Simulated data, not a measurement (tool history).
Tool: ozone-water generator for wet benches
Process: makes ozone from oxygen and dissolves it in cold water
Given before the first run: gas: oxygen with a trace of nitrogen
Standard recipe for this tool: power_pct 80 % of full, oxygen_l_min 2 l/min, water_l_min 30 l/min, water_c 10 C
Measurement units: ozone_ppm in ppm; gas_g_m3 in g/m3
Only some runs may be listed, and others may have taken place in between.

| run | hour | power_pct | oxygen_l_min | water_l_min | water_c | ozone_ppm | gas_g_m3 |
|---|---|---|---|---|---|---|---|
| 1 | 0 | 80 | 2 | 30 | 10 | 12.5 | 284.8 |
| 2 | 54.3 | 80 | 2 | 30 | 10 | 12.4 | 281.7 |
| 3 | 121.3 | 80 | 2 | 30 | 10 | 12.4 | 284.7 |
| 4 | 170.6 | 80 | 2 | 30 | 10 | 12.4 | 281.1 |
| 5 | 235 | 80 | 2 | 30 | 13 | 12.1 | 282.9 |
| 6 | 279.4 | 80 | 2 | 30 | 13 | 12.1 | 280.7 |
| 7 | 324.8 | 80 | 2.49 | 30 | 10 | 13.6 | 260.5 |
| 8 | 387.7 | 80 | 2 | 30 | 6 | 12.3 | 281 |
| 9 | 445.6 | 80 | 2 | 30 | 6 | 12.2 | 279.5 |
| 10 | 503.1 | 80 | 2 | 30 | 6 | 12.5 | 278.7 |
| 11 | 564.9 | 80 | 2 | 30 | 6 | 12.6 | 280.2 |
| 12 | 616.9 | 79 | 1.8 | 22 | 6 | 16.6 | 284.6 |
| 13 | 672.2 | 61 | 1.68 | 19 | 6 | 14.9 | 234.3 |
| 14 | 718.2 | 80 | 1.81 | 37 | 10 | 8.9 | 286.7 |
| 15 | 786.4 | 80 | 1.81 | 37 | 10 | 8.9 | 288.2 |
| 16 | 830.5 | 57 | 2.29 | 30 | 10 | 9.6 | 200.5 |
| 17 | 881 | 80 | 2 | 30 | 7 | 12.2 | 277.5 |
|  | 891.1 | water thermometer calibrated |
| 18 | 949.7 | 80 | 2 | 30 | 7 | 12.3 | 275 |
| 19 | 1009 | 46 | 2 | 19 | 10 | 12.3 | 174.2 |
| 20 | 1068.2 | 99 | 2.31 | 35 | 11 | 12.8 | 309.1 |

Forecast each of these 3 alternatives for the next run:
| A | 1120.3 | 80 | 2.2 | 30 | 16 | ? | ? |
| B | 1120.3 | 99 | 1.5 | 41 | 11 | ? | ? |
| C | 1120.3 | 49 | 2.07 | 35 | 11 | ? | ? |

| run | ozone_ppm | gas_g_m3 |
|---|---|---|
| A | 12.2 | 262.8 |
| B | 8.3 | 357.6 |
| C | 6.7 | 181.1 |
Stripped of hidden state, with their random variation kept, the same runs would have yielded:
| run | ozone_ppm | gas_g_m3 |
|---|---|---|
| A | 13.9 | 283 |
| B | 9.7 | 389.8 |
| C | 7.5 | 189.7 |

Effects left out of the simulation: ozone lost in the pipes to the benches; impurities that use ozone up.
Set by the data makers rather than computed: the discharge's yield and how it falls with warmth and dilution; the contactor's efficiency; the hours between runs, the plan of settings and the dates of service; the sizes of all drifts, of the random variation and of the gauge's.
